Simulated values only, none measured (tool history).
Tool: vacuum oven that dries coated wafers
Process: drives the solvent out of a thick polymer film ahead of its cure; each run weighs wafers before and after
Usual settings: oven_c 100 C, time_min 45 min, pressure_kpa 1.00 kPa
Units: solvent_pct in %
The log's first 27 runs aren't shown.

Run 28, hour 348.5: usual settings but oven_c 96 C, pressure_kpa 1.62 kPa. Result: solvent_pct 4.86 %.
Run 29, hour 359.8: usual settings but oven_c 96 C, time_min 44 min, pressure_kpa 1.67 kPa. Result: solvent_pct 4.93 %.
Run 30, hour 370.1: usual settings but oven_c 111 C, pressure_kpa 0.56 kPa. Result: solvent_pct 0.95 %.
Run 31, hour 388.4: usual settings but oven_c 111 C, pressure_kpa 0.56 kPa. Result: solvent_pct 1.01 %.
Run 32, hour 398.9: usual settings but oven_c 114 C, time_min 32 min, pressure_kpa 2.58 kPa. Result: solvent_pct 2.22 %.
Run 33, hour 415.8: usual settings but oven_c 114 C, time_min 32 min, pressure_kpa 1.60 kPa. Result: solvent_pct 1.68 %.
Run 34, hour 432.8: usual settings but time_min 26 min, pressure_kpa 0.77 kPa. Result: solvent_pct 5.24 %.
Run 35, hour 451.4: usual settings but time_min 26 min, pressure_kpa 0.77 kPa. Result: solvent_pct 5.17 %.
Run 36, hour 464.3: usual settings but oven_c 107 C, time_min 26 min, pressure_kpa 0.77 kPa. Result: solvent_pct 3.39 %.
Run 37, hour 480.5: usual settings but oven_c 96 C, time_min 36 min. Result: solvent_pct 5.29 %.
Run 38, hour 494.4: usual settings but oven_c 93 C, time_min 36 min. Result: solvent_pct 6.08 %.
Run 39, hour 503.1: usual settings but oven_c 93 C, time_min 36 min. Result: solvent_pct 6.16 %.
Run 40, hour 523.1: usual settings but oven_c 88 C, time_min 29 min, pressure_kpa 0.54 kPa. Result: solvent_pct 7.93 %.
Run 41, hour 540.9: usual settings but oven_c 97 C, time_min 34 min, pressure_kpa 3.67 kPa. Result: solvent_pct 7.27 %.
Run 42, hour 557.0: usual settings but oven_c 97 C, time_min 34 min, pressure_kpa 3.67 kPa. Result: solvent_pct 7.17 %.
Run 43, hour 569.8: usual settings but time_min 34 min, pressure_kpa 0.86 kPa. Result: solvent_pct 4.19 %.
Run 44, hour 584.3: usual settings but oven_c 110 C, pressure_kpa 3.73 kPa. Result: solvent_pct 3.09 %.
Run 45, hour 594.4: usual settings but oven_c 107 C. Result: solvent_pct 1.78 %.
Run 46, hour 610.4: usual settings but oven_c 107 C, pressure_kpa 1.39 kPa. Result: solvent_pct 2.12 %.
Run 47, hour 620.6: usual settings but oven_c 105 C, time_min 67 min, pressure_kpa 1.39 kPa. Result: solvent_pct 1.72 %.
Run 48, hour 633.0: usual settings but oven_c 93 C, time_min 59 min, pressure_kpa 3.74 kPa. Result: solvent_pct 6.71 %.

3 ways to go on from here, each from the tool as it stands after run 48. What would each give?
Run A, hour 650.7: usual settings but time_min 27 min, pressure_kpa 0.71 kPa. Result: solvent_pct ?.
Run B, hour 650.7: usual settings but oven_c 93 C, time_min 54 min, pressure_kpa 3.74 kPa. Result: solvent_pct ?.
Run C, hour 650.7: usual settings but oven_c 89 C, time_min 23 min, pressure_kpa 1.52 kPa. Result: solvent_pct ?.

run  solvent_pct
  A         5.10
  B         7.28
  C         9.02
Without the tool's hidden state the same runs would have given:
run  solvent_pct
  A         4.46
  B         6.51
  C         8.48
